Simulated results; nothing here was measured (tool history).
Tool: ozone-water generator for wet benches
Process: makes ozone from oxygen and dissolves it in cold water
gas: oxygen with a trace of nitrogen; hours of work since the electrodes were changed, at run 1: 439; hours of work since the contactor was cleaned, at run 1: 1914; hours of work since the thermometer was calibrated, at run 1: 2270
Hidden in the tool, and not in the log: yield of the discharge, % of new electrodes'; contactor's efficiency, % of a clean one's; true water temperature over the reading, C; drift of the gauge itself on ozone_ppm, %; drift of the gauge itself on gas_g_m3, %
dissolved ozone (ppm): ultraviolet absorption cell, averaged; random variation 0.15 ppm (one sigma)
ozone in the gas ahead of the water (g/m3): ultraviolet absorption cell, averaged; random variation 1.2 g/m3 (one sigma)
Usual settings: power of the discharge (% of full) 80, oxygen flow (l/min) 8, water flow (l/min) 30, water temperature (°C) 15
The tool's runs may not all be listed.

run	hour	power of the discharge (% of full)	oxygen flow (l/min)	water flow (l/min)	water temperature (°C)	hours of work since the electrodes were changed	hours of work since the contactor was cleaned	hours of work since the thermometer was calibrated	dissolved ozone (ppm)	ozone in the gas ahead of the water (g/m3)
1	0	80	8	30	15	439	1914	2270	19.6	227.8
2	36.3	80	8	30	15	462	1937	2293	19.8	226
3	76.1	80	10.6	30	15	487	1962	2318	20.4	201.3
4	95.8	80	8	30	15	500	1974	2331	19.5	227.8
5	126	80	8	30	16	519	1994	2350	19.3	230.4
6	162.5	80	8	30	17	542	2017	2373	18.9	226.8
7	182.3	80	8	30	17	554	2029	2385	19.4	227.5
8	205.7	80	8	30	15	569	2044	2400	19.6	225.8
9	242.3	80	8	30	15	592	2067	2423	19.5	228.4
10	266.8	80	8	30	15	608	2083	2439	19.7	227.2
11	302.3	80	6.79	30	15	630	2105	2461	18.8	238.5
12	324.1	62	9.91	43	8	644	2119	2475	13.3	166.5
13	341.2	79	8	30	15	655	2130	2486	19.4	223.6
14	371.3	43	5.54	25	15	674	2149	2505	12.3	152.3
15	404.6	43	5.54	25	15	695	2170	2526	12.3	150.8
16	422.6	80	8	32	13	707	2181	2538	19.2	226.3

Forecast run 17:
17	441.1	55	9.75	20	21	718	2193	2549	?	?

{"run 17": {"dissolved ozone (ppm)": 16.9, "ozone in the gas ahead of the water (g/m3)": 151.7}}
Without the tool's hidden state the same run would have given dissolved ozone (ppm) 16.9, ozone in the gas ahead of the water (g/m3) 153.4.
